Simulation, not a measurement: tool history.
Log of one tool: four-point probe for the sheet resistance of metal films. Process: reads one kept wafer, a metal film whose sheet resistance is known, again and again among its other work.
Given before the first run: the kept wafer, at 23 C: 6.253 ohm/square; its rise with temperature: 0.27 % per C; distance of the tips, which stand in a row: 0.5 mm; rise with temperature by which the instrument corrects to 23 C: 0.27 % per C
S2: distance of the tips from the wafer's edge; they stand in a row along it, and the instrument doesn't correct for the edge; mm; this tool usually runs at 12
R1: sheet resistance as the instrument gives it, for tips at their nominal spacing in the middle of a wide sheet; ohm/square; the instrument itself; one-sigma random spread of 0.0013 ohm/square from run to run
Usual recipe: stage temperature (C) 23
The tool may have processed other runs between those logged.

{"run": 1, "hour": 0.0, "stage temperature (C)": 23, "S2": 12, "R1": 6.270969}
{"run": 2, "hour": 49.9, "stage temperature (C)": 23, "S2": 12, "R1": 6.270954}
{"run": 3, "hour": 85.4, "stage temperature (C)": 23, "S2": 12, "R1": 6.270848}
{"run": 4, "hour": 120.8, "stage temperature (C)": 22, "S2": 12, "R1": 6.269011}
{"run": 5, "hour": 153.4, "stage temperature (C)": 22, "S2": 12, "R1": 6.268865}
{"run": 6, "hour": 186.4, "stage temperature (C)": 22, "S2": 12, "R1": 6.268762}
{"run": 7, "hour": 212.0, "stage temperature (C)": 23, "S2": 12, "R1": 6.268269}
{"run": 8, "hour": 263.0, "stage temperature (C)": 23, "S2": 25, "R1": 6.264302}
{"run": 9, "hour": 291.3, "stage temperature (C)": 23, "S2": 25, "R1": 6.264794}
{"run": 10, "hour": 337.7, "stage temperature (C)": 23, "S2": 25, "R1": 6.26332}
{"run": 11, "hour": 387.3, "stage temperature (C)": 23, "S2": 36, "R1": 6.262548}
{"run": 12, "hour": 418.5, "stage temperature (C)": 27, "S2": 12, "R1": 6.268919}
{"run": 13, "hour": 462.1, "stage temperature (C)": 27, "S2": 12, "R1": 6.268509}
{"run": 14, "hour": 487.7, "stage temperature (C)": 27, "S2": 12, "R1": 6.265824}
{"run": 15, "hour": 537.0, "stage temperature (C)": 27, "S2": 12, "R1": 6.267957}
{"run": 16, "hour": 561.3, "stage temperature (C)": 27, "S2": 32, "R1": 6.263215}
{"hour": 564.7, "done": "stage's thermometer calibrated"}
{"run": 17, "hour": 590.0, "stage temperature (C)": 23, "S2": 12, "R1": 6.265664}
{"run": 18, "hour": 623.4, "stage temperature (C)": 23, "S2": 12, "R1": 6.265386}
{"run": 19, "hour": 663.7, "stage temperature (C)": 23, "S2": 12, "R1": 6.265718}
{"run": 20, "hour": 693.3, "stage temperature (C)": 32, "S2": 12, "R1": 6.268174}
{"hour": 705.1, "done": "stage's thermometer calibrated, once more"}
{"run": 21, "hour": 716.6, "stage temperature (C)": 23, "S2": 12, "R1": 6.272493}
{"run": 22, "hour": 765.1, "stage temperature (C)": 29, "S2": 12, "R1": 6.274878}
{"run": 23, "hour": 810.9, "stage temperature (C)": 29, "S2": 12, "R1": 6.27409}
{"run": 24, "hour": 853.4, "stage temperature (C)": 23, "S2": 7, "R1": 6.287203}
{"run": 25, "hour": 903.9, "stage temperature (C)": 26, "S2": 4, "R1": 6.320284}
{"run": 26, "hour": 939.7, "stage temperature (C)": 26, "S2": 4, "R1": 6.321613}
{"run": 27, "hour": 985.8, "stage temperature (C)": 20, "S2": 11, "R1": 6.274402}
{"run": 28, "hour": 1033.9, "stage temperature (C)": 20, "S2": 11, "R1": 6.273776}
{"run": 29, "hour": 1076.7, "stage temperature (C)": 20, "S2": 11, "R1": 6.273541}
{"run": 30, "hour": 1106.5, "stage temperature (C)": 33, "S2": 13, "R1": 6.27456}
{"run": 31, "hour": 1147.6, "stage temperature (C)": 23, "S2": 55, "R1": 6.268748}
{"run": 32, "hour": 1186.2, "stage temperature (C)": 25, "S2": 32, "R1": 6.268772}
{"run": 33, "hour": 1235.0, "stage temperature (C)": 23, "S2": 40, "R1": 6.269891}
{"run": 34, "hour": 1272.8, "stage temperature (C)": 26, "S2": 12, "R1": 6.274006}
{"run": 35, "hour": 1313.4, "stage temperature (C)": 26, "S2": 12, "R1": 6.275284}
{"run": 36, "hour": 1350.4, "stage temperature (C)": 20, "S2": 57, "R1": 6.27156}
{"run": 37, "hour": 1379.9, "stage temperature (C)": 23, "S2": 63, "R1": 6.270954}
{"run": 38, "hour": 1418.8, "stage temperature (C)": 23, "S2": 34, "R1": 6.269495}
{"run": 39, "hour": 1443.5, "stage temperature (C)": 23, "S2": 34, "R1": 6.269599}
{"run": 40, "hour": 1490.7, "stage temperature (C)": 23, "S2": 20, "R1": 6.2734}
{"run": 41, "hour": 1528.2, "stage temperature (C)": 32, "S2": 6, "R1": 6.292635}
{"run": 42, "hour": 1556.7, "stage temperature (C)": 26, "S2": 8, "R1": 6.281522}
{"run": 43, "hour": 1579.7, "stage temperature (C)": 29, "S2": 11, "R1": 6.275255}
{"run": 44, "hour": 1626.7, "stage temperature (C)": 27, "S2": 4, "R1": 6.320359}

Predict each of these 3 candidate next runs independently; none follows another, all start after run 44:
{"run": "A", "hour": 1663.9, "stage temperature (C)": 18, "S2": 46, "R1": "?"}
{"run": "B", "hour": 1663.9, "stage temperature (C)": 19, "S2": 4, "R1": "?"}
{"run": "C", "hour": 1663.9, "stage temperature (C)": 23, "S2": 10, "R1": "?"}

run=A R1=6.270859
run=B R1=6.324713
run=C R1=6.278818
Had the tool no hidden state, the same runs would have come out as:
run=A R1=6.254651
run=B R1=6.308374
run=C R1=6.262577

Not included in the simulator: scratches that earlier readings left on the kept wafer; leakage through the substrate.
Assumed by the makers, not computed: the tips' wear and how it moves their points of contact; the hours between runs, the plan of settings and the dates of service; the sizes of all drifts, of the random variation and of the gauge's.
